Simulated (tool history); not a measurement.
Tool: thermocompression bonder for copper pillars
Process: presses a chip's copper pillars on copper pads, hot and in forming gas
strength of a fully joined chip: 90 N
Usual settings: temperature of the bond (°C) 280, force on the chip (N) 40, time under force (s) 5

| run | hour | temperature of the bond (°C) | force on the chip (N) | time under force (s) | force that shears a chip off (N) |
|---|---|---|---|---|---|
| 1 | 0 | 280 | 40 | 5 | 38.4 |
|  | 18.9 | forming gas filter changed |
| 2 | 58.3 | 263 | 40 | 5 | 36.5 |
| 3 | 83.6 | 263 | 40 | 5 | 38.3 |
| 4 | 136.3 | 263 | 40 | 5 | 36.8 |
| 5 | 167.4 | 280 | 40 | 5 | 43.9 |
| 6 | 204 | 280 | 26 | 5 | 27.7 |
| 7 | 231 | 280 | 26 | 5 | 26.9 |
| 8 | 288.6 | 280 | 26 | 5 | 26.3 |
| 9 | 348.7 | 280 | 26 | 5 | 25.5 |
| 10 | 397.2 | 280 | 26 | 5 | 26.1 |
| 11 | 445.8 | 256 | 26 | 5 | 18.6 |
| 12 | 474.6 | 256 | 26 | 5 | 19.9 |
| 13 | 530.5 | 256 | 26 | 5 | 17.7 |
| 14 | 587.7 | 256 | 26 | 5 | 19.7 |
| 15 | 613.2 | 256 | 26 | 5 | 18.6 |
| 16 | 639.4 | 256 | 26 | 5 | 19 |
| 17 | 666 | 274 | 40 | 5 | 37.6 |
| 18 | 691.2 | 274 | 40 | 5 | 37.6 |
| 19 | 726.6 | 280 | 40 | 5 | 38.1 |
|  | 774.6 | forming gas filter changed |
| 20 | 775.2 | 280 | 40 | 5 | 44.9 |
| 21 | 830.8 | 280 | 40 | 5 | 43.3 |
| 22 | 869.3 | 294 | 37 | 5 | 46.3 |
| 23 | 918.5 | 275 | 37 | 10 | 47.9 |
| 24 | 963.4 | 275 | 37 | 10 | 47.4 |
| 25 | 997.3 | 251 | 24 | 10 | 22.5 |
| 26 | 1055.5 | 265 | 40 | 7 | 40.5 |
| 27 | 1110.8 | 305 | 36 | 3 | 38.6 |
| 28 | 1141.3 | 280 | 56 | 6 | 58.4 |
| 29 | 1201.3 | 280 | 56 | 6 | 58.5 |
| 30 | 1250.2 | 262 | 56 | 3 | 39.9 |
| 31 | 1284.6 | 262 | 56 | 3 | 41 |
| 32 | 1335.8 | 280 | 55 | 5 | 53.9 |
| 33 | 1376.1 | 280 | 35 | 5 | 34.2 |
| 34 | 1426.2 | 262 | 57 | 5 | 46.7 |
| 35 | 1485.8 | 257 | 31 | 10 | 30.8 |
|  | 1528.8 | forming gas filter changed |
| 36 | 1541.7 | 278 | 40 | 5 | 40.9 |
| 37 | 1571.6 | 290 | 40 | 9 | 57.1 |
| 38 | 1598 | 280 | 38 | 5 | 41.3 |
| 39 | 1626.7 | 280 | 38 | 5 | 39.6 |

5 ways to go on from here, each from the tool as it stands after run 39. What would each give?
| A | 1681.4 | 253 | 40 | 5 | ? |
| B | 1681.4 | 280 | 31 | 6 | ? |
| C | 1681.4 | 273 | 48 | 8 | ? |
| D | 1681.4 | 258 | 43 | 10 | ? |
| E | 1681.4 | 279 | 38 | 5 | ? |

| run | force that shears a chip off (N) |
|---|---|
| A | 32 |
| B | 34.7 |
| C | 55.9 |
| D | 46.5 |
| E | 37.5 |
Without the tool's hidden state the same runs would have given:
| run | force that shears a chip off (N) |
|---|---|
| A | 33 |
| B | 35.5 |
| C | 57.3 |
| D | 47.9 |
| E | 38.4 |
